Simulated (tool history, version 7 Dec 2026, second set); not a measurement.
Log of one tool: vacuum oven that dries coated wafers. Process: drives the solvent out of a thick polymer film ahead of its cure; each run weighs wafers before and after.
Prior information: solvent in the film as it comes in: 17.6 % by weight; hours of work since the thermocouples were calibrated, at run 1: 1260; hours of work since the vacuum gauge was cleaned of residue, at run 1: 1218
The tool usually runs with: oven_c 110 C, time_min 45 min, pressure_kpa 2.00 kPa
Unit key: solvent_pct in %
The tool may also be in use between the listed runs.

run,day,oven_c,time_min,pressure_kpa,hours of work since the thermocouples were calibrated,hours of work since the vacuum gauge was cleaned of residue,solvent_pct
1,0.000,110,45,2.00,1260,1218,3.43
2,3.212,110,45,2.00,1291,1250,3.65
3,5.129,110,45,2.00,1310,1269,3.49
4,8.092,118,45,2.00,1339,1298,2.12
# day 8.304: vacuum gauge cleaned of residue and calibrated
5,10.279,118,45,2.00,1360,19,2.15
6,13.192,110,45,2.00,1389,48,3.76
7,15.721,110,45,2.00,1414,73,3.64
8,18.488,110,45,2.00,1441,100,3.70
9,20.112,110,45,2.00,1457,116,3.74
# day 21.404: vacuum gauge cleaned of residue and calibrated, once more
10,22.217,110,45,2.00,1477,8,3.42
11,23.838,103,45,1.26,1493,24,4.50
12,27.012,103,45,1.26,1524,55,4.55

Alternative continuations, all from the tool just after run 12; predict every row:
A,29.425,117,25,3.05,1548,79,?
B,29.425,121,34,2.48,1548,79,?
C,29.425,109,45,2.00,1548,79,?
D,29.425,114,35,2.00,1548,79,?

run,solvent_pct
A,4.32
B,2.33
C,3.52
D,3.16
Without the tool's unlogged condition, the same runs would have read:
run,solvent_pct
A,3.75
B,2.02
C,3.00
D,2.68
